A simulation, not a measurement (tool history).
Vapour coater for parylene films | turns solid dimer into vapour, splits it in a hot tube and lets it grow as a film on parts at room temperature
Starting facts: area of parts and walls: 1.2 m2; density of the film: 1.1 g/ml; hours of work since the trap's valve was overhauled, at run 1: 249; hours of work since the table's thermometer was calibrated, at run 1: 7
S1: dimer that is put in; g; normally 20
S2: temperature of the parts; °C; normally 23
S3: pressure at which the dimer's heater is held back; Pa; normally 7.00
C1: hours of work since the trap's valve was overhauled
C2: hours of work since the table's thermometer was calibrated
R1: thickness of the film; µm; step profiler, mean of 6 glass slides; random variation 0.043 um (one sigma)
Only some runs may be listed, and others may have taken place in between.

run 1 hour=0.0 | S1=20 S2=23 S3=7.00 | C1=249 C2=7 | R1=7.71
run 2 hour=10.7 | S1=20 S2=23 S3=7.00 | C1=258 C2=15 | R1=7.75
run 3 hour=20.1 | S1=20 S2=23 S3=4.38 | C1=265 C2=22 | R1=8.54
run 4 hour=33.2 | S1=20 S2=23 S3=4.38 | C1=274 C2=32 | R1=8.51
run 5 hour=43.3 | S1=20 S2=23 S3=4.38 | C1=282 C2=39 | R1=8.47
run 6 hour=51.4 | S1=20 S2=23 S3=4.38 | C1=288 C2=45 | R1=8.52
run 7 hour=61.1 | S1=20 S2=23 S3=4.38 | C1=296 C2=53 | R1=8.48
run 8 hour=69.8 | S1=20 S2=23 S3=5.89 | C1=302 C2=59 | R1=8.05
run 9 hour=76.7 | S1=8 S2=18 S3=10.65 | C1=307 C2=65 | R1=3.27
run 10 hour=86.3 | S1=20 S2=15 S3=2.91 | C1=314 C2=72 | R1=11.16
run 11 hour=96.6 | S1=20 S2=33 S3=9.69 | C1=322 C2=79 | R1=5.86
run 12 hour=109.8 | S1=14 S2=30 S3=8.35 | C1=332 C2=89 | R1=4.49
run 13 hour=120.8 | S1=17 S2=23 S3=7.00 | C1=340 C2=98 | R1=6.71
run 14 hour=128.5 | S1=8 S2=33 S3=5.79 | C1=346 C2=104 | R1=2.54
run 15 hour=142.9 | S1=23 S2=22 S3=4.97 | C1=357 C2=114 | R1=9.92
run 16 hour=149.7 | S1=28 S2=26 S3=3.19 | C1=362 C2=120 | R1=11.94

Each row is a separate what-if for the run after 16, all from the same tool condition, not one after another. Results?
run A hour=158.6 | S1=28 S2=28 S3=2.37 | C1=369 C2=126 | R1=?
run B hour=158.6 | S1=28 S2=27 S3=2.22 | C1=369 C2=126 | R1=?
run C hour=158.6 | S1=32 S2=16 S3=7.23 | C1=369 C2=126 | R1=?
run D hour=158.6 | S1=28 S2=26 S3=2.14 | C1=369 C2=126 | R1=?

run=A R1=12.05
run=B R1=12.42
run=C R1=14.94
run=D R1=12.88
What these runs would have given with no unlogged condition in the tool:
run=A R1=11.78
run=B R1=12.14
run=C R1=14.60
run=D R1=12.60
